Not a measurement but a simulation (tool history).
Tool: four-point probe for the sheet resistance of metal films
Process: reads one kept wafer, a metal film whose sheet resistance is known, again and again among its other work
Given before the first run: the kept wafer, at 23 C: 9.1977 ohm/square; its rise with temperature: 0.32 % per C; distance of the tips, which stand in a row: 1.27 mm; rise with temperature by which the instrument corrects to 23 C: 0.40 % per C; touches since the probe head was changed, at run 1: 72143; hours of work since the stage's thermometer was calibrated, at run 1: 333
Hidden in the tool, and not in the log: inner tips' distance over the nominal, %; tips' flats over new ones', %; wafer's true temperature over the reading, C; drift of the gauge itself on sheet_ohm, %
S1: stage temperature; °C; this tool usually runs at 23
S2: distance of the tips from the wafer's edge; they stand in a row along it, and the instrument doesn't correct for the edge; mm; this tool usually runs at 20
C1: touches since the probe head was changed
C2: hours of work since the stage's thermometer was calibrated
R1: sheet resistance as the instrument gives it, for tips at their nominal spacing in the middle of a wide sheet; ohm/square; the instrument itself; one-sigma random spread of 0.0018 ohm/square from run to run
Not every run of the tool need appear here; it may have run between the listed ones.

run,hour,S1,S2,C1,C2,R1
1,0,23,20,72143,333,9.287869
2,8.7,23,36,72440,338,9.272123
3,16.8,23,36,72716,342,9.275153
4,28.6,23,20,73121,349,9.289063
5,34.8,23,6,73330,352,9.486942
6,49.5,23,6,73832,361,9.486825
7,57.8,23,6,74116,365,9.485897
8,68.9,23,6,74494,372,9.488506
# hour 70.3: stage's thermometer calibrated
9,81.6,23,6,74911,6,9.4879
10,93.4,23,72,75315,13,9.272195
11,106.3,23,72,75756,20,9.270104
12,114.4,25,20,76032,25,9.273807
# hour 120.2: stage's thermometer calibrated, once more
13,125.7,25,20,76401,3,9.278325

Predict the results of run 14:
14,136,20,11,76751,9,?

{"run 14": {"R1": 9.360926}}
Without the tool's hidden state the same run would have given R1 9.285231 ohm/square.
